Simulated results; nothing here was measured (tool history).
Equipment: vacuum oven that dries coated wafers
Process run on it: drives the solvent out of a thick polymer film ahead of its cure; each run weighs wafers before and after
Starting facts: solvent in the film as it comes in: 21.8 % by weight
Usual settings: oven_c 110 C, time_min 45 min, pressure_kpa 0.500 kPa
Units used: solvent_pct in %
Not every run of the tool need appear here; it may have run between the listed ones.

run 1 day=0.000 | oven_c=110 time_min=45 pressure_kpa=0.500 | solvent_pct=3.78
run 2 day=1.425 | oven_c=110 time_min=45 pressure_kpa=0.500 | solvent_pct=3.71
run 3 day=3.325 | oven_c=110 time_min=45 pressure_kpa=0.500 | solvent_pct=3.70
run 4 day=4.538 | oven_c=110 time_min=45 pressure_kpa=0.500 | solvent_pct=3.77
run 5 day=6.496 | oven_c=110 time_min=61 pressure_kpa=0.500 | solvent_pct=2.18
run 6 day=8.067 | oven_c=110 time_min=61 pressure_kpa=0.500 | solvent_pct=2.23
run 7 day=10.092 | oven_c=110 time_min=61 pressure_kpa=0.500 | solvent_pct=2.19
run 8 day=12.104 | oven_c=110 time_min=61 pressure_kpa=0.500 | solvent_pct=2.23
run 9 day=13.258 | oven_c=98 time_min=45 pressure_kpa=0.500 | solvent_pct=8.43
run 10 day=14.321 | oven_c=110 time_min=45 pressure_kpa=0.500 | solvent_pct=3.82
run 11 day=15.496 | oven_c=110 time_min=45 pressure_kpa=0.500 | solvent_pct=3.57
run 12 day=17.588 | oven_c=110 time_min=57 pressure_kpa=0.500 | solvent_pct=2.39
run 13 day=18.988 | oven_c=110 time_min=57 pressure_kpa=0.500 | solvent_pct=2.50
run 14 day=20.675 | oven_c=110 time_min=57 pressure_kpa=0.500 | solvent_pct=2.40
run 15 day=22.821 | oven_c=110 time_min=57 pressure_kpa=0.500 | solvent_pct=2.45
run 16 day=24.375 | oven_c=110 time_min=45 pressure_kpa=0.500 | solvent_pct=3.51
run 17 day=25.392 | oven_c=109 time_min=45 pressure_kpa=0.500 | solvent_pct=3.94
run 18 day=26.742 | oven_c=109 time_min=45 pressure_kpa=0.500 | solvent_pct=3.99
run 19 day=28.700 | oven_c=109 time_min=45 pressure_kpa=0.500 | solvent_pct=3.96
run 20 day=29.875 | oven_c=120 time_min=45 pressure_kpa=1.383 | solvent_pct=1.35
-- day=30.104 vacuum gauge cleaned of residue and calibrated
run 21 day=31.946 | oven_c=103 time_min=56 pressure_kpa=0.500 | solvent_pct=4.86
run 22 day=34.212 | oven_c=104 time_min=56 pressure_kpa=0.294 | solvent_pct=4.40
run 23 day=35.921 | oven_c=102 time_min=45 pressure_kpa=0.500 | solvent_pct=6.58
run 24 day=36.929 | oven_c=102 time_min=45 pressure_kpa=0.500 | solvent_pct=6.73
-- day=37.542 vacuum gauge cleaned of residue and calibrated, once more
-- day=38.738 oven's thermocouples calibrated
run 25 day=38.854 | oven_c=102 time_min=45 pressure_kpa=0.500 | solvent_pct=7.69
run 26 day=40.283 | oven_c=99 time_min=51 pressure_kpa=0.500 | solvent_pct=8.06
run 27 day=42.075 | oven_c=112 time_min=27 pressure_kpa=1.737 | solvent_pct=7.21
run 28 day=43.812 | oven_c=110 time_min=54 pressure_kpa=0.782 | solvent_pct=3.48
run 29 day=45.738 | oven_c=113 time_min=75 pressure_kpa=1.489 | solvent_pct=1.51
run 30 day=47.346 | oven_c=113 time_min=75 pressure_kpa=1.489 | solvent_pct=1.65
run 31 day=48.438 | oven_c=119 time_min=47 pressure_kpa=0.709 | solvent_pct=1.47
run 32 day=49.804 | oven_c=119 time_min=47 pressure_kpa=0.709 | solvent_pct=1.54
run 33 day=51.788 | oven_c=114 time_min=29 pressure_kpa=1.459 | solvent_pct=5.70
run 34 day=53.362 | oven_c=110 time_min=48 pressure_kpa=0.839 | solvent_pct=4.13
run 35 day=55.438 | oven_c=110 time_min=77 pressure_kpa=1.262 | solvent_pct=2.02
run 36 day=56.496 | oven_c=116 time_min=60 pressure_kpa=0.301 | solvent_pct=1.21
run 37 day=58.162 | oven_c=116 time_min=29 pressure_kpa=1.032 | solvent_pct=4.77

Measured less the same run without the tool's hidden state. The same run-to-run variation is in both; the gauge's scatter may not be:
Hidden state at play: true wafer temperature over the reading, C; true pressure over the reading, kPa; drift of the gauge itself on solvent_pct, %.
run=1 solvent_pct=-0.79
run=2 solvent_pct=-0.79
run=3 solvent_pct=-0.80
run=4 solvent_pct=-0.82
run=5 solvent_pct=-0.62
run=6 solvent_pct=-0.62
run=7 solvent_pct=-0.65
run=8 solvent_pct=-0.65
run=9 solvent_pct=-0.98
run=10 solvent_pct=-0.89
run=11 solvent_pct=-0.89
run=12 solvent_pct=-0.74
run=13 solvent_pct=-0.75
run=14 solvent_pct=-0.76
run=15 solvent_pct=-0.75
run=16 solvent_pct=-0.94
run=17 solvent_pct=-1.00
run=18 solvent_pct=-1.02
run=19 solvent_pct=-1.03
run=20 solvent_pct=-0.47
run=21 solvent_pct=-1.10
run=22 solvent_pct=-1.10
run=23 solvent_pct=-1.17
run=24 solvent_pct=-1.21
run=25 solvent_pct=-0.11
run=26 solvent_pct=-0.12
run=27 solvent_pct=-0.13
run=28 solvent_pct=-0.12
run=29 solvent_pct=-0.07
run=30 solvent_pct=-0.08
run=31 solvent_pct=-0.09
run=32 solvent_pct=-0.10
run=33 solvent_pct=-0.21
run=34 solvent_pct=-0.21
run=35 solvent_pct=-0.14
run=36 solvent_pct=-0.10
run=37 solvent_pct=-0.25
